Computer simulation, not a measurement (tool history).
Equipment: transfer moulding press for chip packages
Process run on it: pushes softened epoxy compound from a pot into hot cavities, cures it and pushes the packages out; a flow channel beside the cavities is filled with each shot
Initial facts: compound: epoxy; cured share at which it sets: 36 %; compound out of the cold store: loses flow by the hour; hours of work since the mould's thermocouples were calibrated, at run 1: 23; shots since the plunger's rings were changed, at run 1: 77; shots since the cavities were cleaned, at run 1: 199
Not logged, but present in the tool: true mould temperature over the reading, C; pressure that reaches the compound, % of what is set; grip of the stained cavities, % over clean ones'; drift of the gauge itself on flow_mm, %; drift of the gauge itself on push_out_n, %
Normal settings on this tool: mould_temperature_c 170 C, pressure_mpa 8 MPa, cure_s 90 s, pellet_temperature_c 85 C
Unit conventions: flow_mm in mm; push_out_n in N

run,hour,mould_temperature_c,pressure_mpa,cure_s,pellet_temperature_c,hours of work since the mould's thermocouples were calibrated,shots since the plunger's rings were changed,shots since the cavities were cleaned,incoming compound's hours out of the cold store,flow_mm,push_out_n
1,0,170,8,90,85,23,77,199,41,910,528
2,17.3,178,8,90,85,33,273,395,37.7,882,525
# hour 27.6: cavities cleaned with cleaning compound and waxed
3,32.2,170,8,90,85,41,423,52,23.5,918,445
4,50.4,170,8.6,90,85,51,628,257,33.4,938,536
5,58.3,170,8,90,85,56,717,346,38.8,895,584
# hour 73.5: cavities cleaned with cleaning compound and waxed
6,78,170,8,90,85,66,922,50,34.4,907,425
7,91.2,170,8,90,85,74,1071,199,30.4,911,526
8,104.7,170,8,90,85,82,1223,351,21.3,920,603
9,116.4,170,8,90,85,89,1355,483,41,885,640
# hour 119.5: cavities cleaned with cleaning compound and waxed
10,132,170,8,90,85,97,1514,141,25.8,907,476
11,150.2,170,8,90,85,108,1719,346,12.4,931,618
# hour 164.9: cavities cleaned with cleaning compound and waxed
12,164.9,170,8,90,85,115,1866,0,8.2,935,408
13,172.6,170,8,90,85,120,1954,88,39.1,880,449
14,181.7,170,8,90,85,125,2057,191,22.1,908,550
15,189.4,170,7.3,90,85,129,2143,277,10.2,875,591
16,207.9,170,7.3,90,85,140,2351,485,17.6,864,662
# hour 210.4: cavities cleaned with cleaning compound and waxed
17,226.7,166,8,109,85,150,2546,184,44.2,868,444
18,238.2,166,8,109,85,157,2675,313,22.2,911,513
# hour 241.7: mould's thermocouples calibrated
19,250.3,166,8,109,85,5,2789,427,28.2,897,563
# hour 257.5: cavities cleaned with cleaning compound and waxed
20,264.2,173,8,109,77,12,2929,75,45.4,855,343
21,272.2,173,8,109,77,17,3020,166,32.4,863,392
22,290.6,174,8,129,90,28,3227,373,26.9,871,483
# hour 303.2: cavities cleaned with cleaning compound and waxed
23,309.6,175,8,95,85,38,3424,72,15.2,901,380
24,326.4,175,8,95,85,47,3613,261,23.1,879,478
25,334.2,167,8,90,85,52,3701,349,32.6,875,688
# hour 340.5: plunger's sealing rings changed
26,347.9,163,7.65,121,84,58,83,475,32.5,912,584
# hour 352: mould's thermocouples calibrated, once more
# hour 353.5: cavities cleaned with cleaning compound and waxed
27,362,170,8,90,82,5,202,95,14.1,952,449
28,372.5,177,9.45,101,85,11,321,214,43.7,960,432

Branching from run 28: 4 alternative next runs. What would each branch give?
A,389,169,8,90,85,21,507,400,32.2,?,?
B,389,177,9.45,101,88,21,507,400,18.8,?,?
C,389,171,7.79,90,85,21,507,400,41.1,?,?
D,389,177,9.45,99,85,21,507,400,22.4,?,?

run,flow_mm,push_out_n
A,915,645
B,1002,516
C,892,576
D,996,474
With no hidden state in the tool, these same runs would have given:
run,flow_mm,push_out_n
A,924,406
B,1012,323
C,901,362
D,1005,295
